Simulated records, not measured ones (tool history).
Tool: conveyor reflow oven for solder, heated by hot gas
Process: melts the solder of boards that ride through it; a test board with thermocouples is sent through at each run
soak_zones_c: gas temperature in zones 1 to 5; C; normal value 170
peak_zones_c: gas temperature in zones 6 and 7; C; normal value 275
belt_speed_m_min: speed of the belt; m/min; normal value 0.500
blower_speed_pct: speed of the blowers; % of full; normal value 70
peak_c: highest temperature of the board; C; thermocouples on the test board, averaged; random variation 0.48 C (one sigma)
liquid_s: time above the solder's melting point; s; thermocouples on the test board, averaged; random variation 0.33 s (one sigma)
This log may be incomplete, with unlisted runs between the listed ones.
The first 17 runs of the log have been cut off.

At day 46.800: flux residue cleaned out of gas plates and filters.
Run 18, day 46.883: usual settings but soak_zones_c 182 C, peak_zones_c 272 C, belt_speed_m_min 0.577 m/min, blower_speed_pct 82 % of full. Result: peak_c 255.7 C, liquid_s 59.4 s.
Run 19, day 48.892: usual settings but soak_zones_c 182 C, peak_zones_c 272 C, belt_speed_m_min 0.484 m/min, blower_speed_pct 77 % of full. Result: peak_c 259.9 C, liquid_s 75.3 s.
Run 20, day 51.262: usual settings but soak_zones_c 183 C, peak_zones_c 272 C, belt_speed_m_min 0.484 m/min, blower_speed_pct 76 % of full. Result: peak_c 260.5 C, liquid_s 74.6 s.
Run 21, day 54.550: usual settings but soak_zones_c 183 C, peak_zones_c 272 C, belt_speed_m_min 0.484 m/min, blower_speed_pct 76 % of full. Result: peak_c 259.9 C, liquid_s 74.9 s.
Run 22, day 57.242: usual settings but belt_speed_m_min 0.422 m/min. Result: peak_c 262.3 C, liquid_s 83.0 s.
Run 23, day 60.358: usual settings but soak_zones_c 162 C, blower_speed_pct 67 % of full. Result: peak_c 255.6 C, liquid_s 61.5 s.
Run 24, day 62.717: usual settings but soak_zones_c 181 C, belt_speed_m_min 0.498 m/min, blower_speed_pct 67 % of full. Result: peak_c 258.5 C, liquid_s 70.7 s.
Run 25, day 64.338: usual settings but soak_zones_c 181 C, belt_speed_m_min 0.550 m/min, blower_speed_pct 82 % of full. Result: peak_c 258.1 C, liquid_s 63.7 s.
Run 26, day 66.288: usual settings but soak_zones_c 178 C, peak_zones_c 269 C, belt_speed_m_min 0.543 m/min, blower_speed_pct 71 % of full. Result: peak_c 250.0 C, liquid_s 57.8 s.
At day 67.942: flux residue cleaned out of gas plates and filters.
Run 27, day 69.783: usual settings but peak_zones_c 285 C, blower_speed_pct 86 % of full. Result: peak_c 269.2 C, liquid_s 74.4 s.
Run 28, day 71.462: usual settings but peak_zones_c 285 C, blower_speed_pct 86 % of full. Result: peak_c 270.2 C, liquid_s 73.9 s.
Run 29, day 73.304: usual settings but peak_zones_c 285 C, belt_speed_m_min 0.562 m/min, blower_speed_pct 64 % of full. Result: peak_c 260.5 C, liquid_s 60.2 s.
Run 30, day 76.271: usual settings but peak_zones_c 270 C, belt_speed_m_min 0.448 m/min. Result: peak_c 256.6 C, liquid_s 73.8 s.

4 ways to go on from here, each from the tool as it stands after run 30. What would each give?
Run A, day 77.825: usual settings but soak_zones_c 163 C, peak_zones_c 270 C, belt_speed_m_min 0.448 m/min. Result: peak_c ?, liquid_s ?.
Run B, day 77.825: usual settings but peak_zones_c 270 C, belt_speed_m_min 0.440 m/min. Result: peak_c ?, liquid_s ?.
Run C, day 77.825: usual settings. Result: peak_c ?, liquid_s ?.
Run D, day 77.825: usual settings but peak_zones_c 276 C, belt_speed_m_min 0.448 m/min. Result: peak_c ?, liquid_s ?.

run  peak_c  liquid_s
  A   254.6      70.2
  B   256.6      75.9
  C   258.0      66.3
  D   260.1      77.7
What these runs would have given with no unlogged condition in the tool:
run  peak_c  liquid_s
  A   257.4      71.6
  B   259.4      77.1
  C   260.8      67.5
  D   262.9      78.6

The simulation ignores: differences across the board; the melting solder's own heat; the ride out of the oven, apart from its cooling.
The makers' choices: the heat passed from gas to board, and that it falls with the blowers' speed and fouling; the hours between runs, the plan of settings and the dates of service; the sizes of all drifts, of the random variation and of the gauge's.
